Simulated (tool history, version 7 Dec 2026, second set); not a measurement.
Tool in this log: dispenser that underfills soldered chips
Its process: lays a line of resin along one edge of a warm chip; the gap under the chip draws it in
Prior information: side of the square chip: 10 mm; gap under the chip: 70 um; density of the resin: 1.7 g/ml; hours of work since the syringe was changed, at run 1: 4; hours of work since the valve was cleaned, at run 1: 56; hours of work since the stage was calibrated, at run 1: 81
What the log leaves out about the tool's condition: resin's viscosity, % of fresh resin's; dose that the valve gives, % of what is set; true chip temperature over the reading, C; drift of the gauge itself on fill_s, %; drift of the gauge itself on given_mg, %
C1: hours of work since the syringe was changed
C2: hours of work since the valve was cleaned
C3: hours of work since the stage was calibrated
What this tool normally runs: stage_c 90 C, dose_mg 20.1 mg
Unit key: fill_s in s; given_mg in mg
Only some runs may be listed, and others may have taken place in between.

Run 1, hour 0.0: usual settings; C1 4; C2 56; C3 81. Result: fill_s 109.9 s, given_mg 19.28 mg.
Run 2, hour 2.6: usual settings but dose_mg 19.3 mg; C1 6; C2 58; C3 83. Result: fill_s 124.9 s, given_mg 18.63 mg.
Run 3, hour 5.4: usual settings but dose_mg 19.3 mg; C1 8; C2 60; C3 84. Result: fill_s 136.1 s, given_mg 18.73 mg.
At hour 6.7: new syringe of resin.
Run 4, hour 9.8: usual settings but dose_mg 20.2 mg; C1 2; C2 62; C3 87. Result: fill_s 100.0 s, given_mg 19.44 mg.
Run 5, hour 13.2: usual settings but dose_mg 20.2 mg; C1 4; C2 64; C3 89. Result: fill_s 114.6 s, given_mg 19.41 mg.
Run 6, hour 16.3: usual settings but dose_mg 18.0 mg; C1 6; C2 66; C3 91. Result: fill_s 130.0 s, given_mg 17.30 mg.
At hour 20.3: new syringe of resin.
Run 7, hour 20.3: usual settings but stage_c 91 C; C1 0; C2 69; C3 93. Result: fill_s 84.7 s, given_mg 19.18 mg.
Run 8, hour 23.1: usual settings but dose_mg 19.1 mg; C1 2; C2 70; C3 95. Result: fill_s 98.4 s, given_mg 18.43 mg.
Run 9, hour 25.9: usual settings but dose_mg 19.1 mg; C1 4; C2 72; C3 97. Result: fill_s 108.4 s, given_mg 18.25 mg.
Run 10, hour 29.4: usual settings but dose_mg 19.1 mg; C1 6; C2 74; C3 99. Result: fill_s 122.1 s, given_mg 18.28 mg.
At hour 33.8: new syringe of resin.
Run 11, hour 34.4: usual settings but dose_mg 19.1 mg; C1 0; C2 77; C3 102. Result: fill_s 92.6 s, given_mg 18.12 mg.
Run 12, hour 37.6: usual settings but stage_c 87 C, dose_mg 19.3 mg; C1 2; C2 79; C3 104. Result: fill_s 118.1 s, given_mg 18.45 mg.
Run 13, hour 42.5: usual settings but stage_c 87 C, dose_mg 26.0 mg; C1 5; C2 82; C3 107. Result: fill_s 137.5 s, given_mg 24.53 mg.
At hour 45.6: dispensing valve cleaned and set on the balance.
Run 14, hour 46.5: usual settings but stage_c 102 C, dose_mg 19.6 mg; C1 7; C2 1; C3 109. Result: fill_s 80.3 s, given_mg 19.60 mg.
At hour 48.5: new syringe of resin.
Run 15, hour 50.7: usual settings but stage_c 89 C, dose_mg 22.1 mg; C1 1; C2 3; C3 112. Result: fill_s 98.4 s, given_mg 22.02 mg.
Run 16, hour 52.8: usual settings but stage_c 89 C, dose_mg 22.1 mg; C1 3; C2 4; C3 113. Result: fill_s 106.5 s, given_mg 22.03 mg.
Run 17, hour 56.2: usual settings but stage_c 89 C, dose_mg 22.1 mg; C1 5; C2 7; C3 115. Result: fill_s 121.6 s, given_mg 21.93 mg.
Run 18, hour 60.3: usual settings but stage_c 89 C, dose_mg 22.1 mg; C1 8; C2 9; C3 118. Result: fill_s 141.3 s, given_mg 21.97 mg.
At hour 62.2: new syringe of resin.
Run 19, hour 63.1: usual settings but stage_c 89 C, dose_mg 22.1 mg; C1 1; C2 11; C3 119. Result: fill_s 95.0 s, given_mg 22.35 mg.
Run 20, hour 67.5: usual settings but stage_c 89 C, dose_mg 22.1 mg; C1 3; C2 13; C3 122. Result: fill_s 109.9 s, given_mg 21.98 mg.
Run 21, hour 69.8: usual settings but stage_c 87 C, dose_mg 19.4 mg; C1 5; C2 15; C3 124. Result: fill_s 135.6 s, given_mg 19.09 mg.
Run 22, hour 72.8: usual settings but stage_c 102 C, dose_mg 17.3 mg; C1 7; C2 17; C3 125. Result: fill_s 79.2 s, given_mg 17.17 mg.

4 ways to go on from here, each from the tool as it stands after run 22. What would each give?
At hour 75.9: new syringe of resin.
Run A, hour 77.6: usual settings but stage_c 102 C, dose_mg 19.7 mg; C1 1; C2 20; C3 128. Result: fill_s ?, given_mg ?.
At hour 75.9: new syringe of resin.
Run B, hour 77.6: usual settings but stage_c 96 C, dose_mg 21.8 mg; C1 1; C2 20; C3 128. Result: fill_s ?, given_mg ?.
At hour 75.9: new syringe of resin.
Run C, hour 77.6: usual settings but stage_c 102 C, dose_mg 25.1 mg; C1 1; C2 20; C3 128. Result: fill_s ?, given_mg ?.
At hour 75.9: new syringe of resin.
Run D, hour 77.6: usual settings but stage_c 84 C, dose_mg 21.2 mg; C1 1; C2 20; C3 128. Result: fill_s ?, given_mg ?.

run  fill_s  given_mg
  A    55.0     19.46
  B    71.6     21.55
  C    53.8     25.02
  D   125.6     20.92
Had the tool no hidden state, the same runs would have come out as:
run  fill_s  given_mg
  A    51.5     19.67
  B    67.2     21.78
  C    50.5     25.29
  D   117.8     21.14

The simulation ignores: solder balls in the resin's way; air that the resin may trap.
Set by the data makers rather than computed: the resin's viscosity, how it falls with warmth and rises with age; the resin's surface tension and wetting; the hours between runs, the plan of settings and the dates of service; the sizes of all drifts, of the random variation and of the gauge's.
